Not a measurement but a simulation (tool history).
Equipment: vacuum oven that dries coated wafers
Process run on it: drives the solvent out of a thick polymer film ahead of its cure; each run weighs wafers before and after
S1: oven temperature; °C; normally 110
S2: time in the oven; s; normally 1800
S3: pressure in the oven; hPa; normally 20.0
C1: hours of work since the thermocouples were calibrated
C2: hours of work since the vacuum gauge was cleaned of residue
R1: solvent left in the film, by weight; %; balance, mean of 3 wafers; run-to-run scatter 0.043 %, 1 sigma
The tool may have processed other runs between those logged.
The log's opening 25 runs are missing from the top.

run,hour,S1,S2,S3,C1,C2,R1
26,619.5,109,1800,16.3,487,760,4.18
27,637.8,121,1800,20.0,498,772,1.09
28,664.2,110,1800,17.1,515,789,3.70
29,686.8,110,2880,20.6,529,803,1.91
30,701.4,98,1320,13.6,538,812,9.95
31,723.2,105,1800,20.0,552,826,5.84
32,745.8,115,1080,20.0,566,840,4.65
33,774.3,102,1560,20.8,584,858,7.70
34,790.9,117,1080,55.6,595,869,4.62
35,816.5,117,1080,55.6,611,885,4.59
36,834.8,118,1440,77.7,623,896,3.63
37,863.0,118,1440,77.7,640,914,3.58
# hour 867.8: oven's thermocouples calibrated
38,884.1,100,1080,15.2,10,926,10.59
39,909.4,118,1800,15.2,26,942,1.62
40,943.6,105,3120,20.0,48,964,3.27
41,958.2,98,1380,40.9,57,973,10.98
42,979.5,98,1380,11.6,71,987,9.91
43,1013.7,103,1560,10.3,92,1008,7.49
44,1040.1,114,1680,36.6,109,1025,3.51
45,1056.4,120,1800,46.5,119,1035,1.95
46,1071.6,111,1800,46.5,129,1045,4.45
47,1103.0,110,1020,54.8,149,1065,8.02

Below are 3 alternative next runs, each starting from the tool's condition after run 47. Predict each:
A,1138.4,110,1020,15.6,171,1087,?
B,1138.4,119,2520,21.4,171,1087,?
C,1138.4,110,1800,14.7,171,1087,?

run,R1
A,6.96
B,0.96
C,3.94
With no hidden state in the tool, these same runs would have given:
run,R1
A,7.09
B,0.96
C,4.05
